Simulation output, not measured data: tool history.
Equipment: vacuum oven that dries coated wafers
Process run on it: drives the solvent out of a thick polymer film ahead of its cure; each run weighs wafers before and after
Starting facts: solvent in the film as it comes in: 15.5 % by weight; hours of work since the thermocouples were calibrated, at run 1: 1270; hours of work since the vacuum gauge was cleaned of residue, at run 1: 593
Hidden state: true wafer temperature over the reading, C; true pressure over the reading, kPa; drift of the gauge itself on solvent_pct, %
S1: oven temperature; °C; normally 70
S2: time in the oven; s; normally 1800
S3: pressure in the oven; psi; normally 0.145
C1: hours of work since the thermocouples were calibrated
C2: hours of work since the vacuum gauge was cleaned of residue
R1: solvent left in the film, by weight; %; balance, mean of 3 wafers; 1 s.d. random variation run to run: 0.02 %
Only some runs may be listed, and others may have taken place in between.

run,day,S1,S2,S3,C1,C2,R1
1,0.000,70,1800,0.145,1270,593,1.28
2,2.767,60,1800,0.145,1299,621,3.44
3,5.358,60,1800,0.145,1325,648,3.44
4,7.408,60,1800,0.145,1347,669,3.42
# day 8.533: oven's thermocouples calibrated
5,9.842,60,1800,0.145,14,693,3.40
6,12.683,60,1800,0.145,43,723,3.41
7,14.546,60,1800,0.145,62,742,3.40
8,16.992,70,1800,0.145,87,767,1.25
9,18.567,70,1800,0.145,104,784,1.24
10,20.771,70,1800,0.145,126,806,1.26
11,23.350,70,1680,0.145,153,833,1.44
12,25.467,72,1380,0.145,175,855,1.64
13,27.892,72,1380,0.145,200,880,1.64
14,29.421,78,1800,0.145,216,896,0.45
15,31.808,82,1800,0.487,240,920,0.72
16,34.383,70,1320,0.084,267,947,2.07

Forecast each of these 5 alternatives for the next run:
A,36.904,56,3120,0.142,293,973,?
B,36.904,70,2580,0.145,293,973,?
C,36.904,77,1020,0.107,293,973,?
D,36.904,71,1860,0.104,293,973,?
E,36.904,70,2700,0.113,293,973,?

run,R1
A,2.32
B,0.64
C,1.60
D,0.96
E,0.51
With the hidden condition removed and each run's random variation left untouched, the same runs would have given:
run,R1
A,2.31
B,0.63
C,1.60
D,0.95
E,0.51
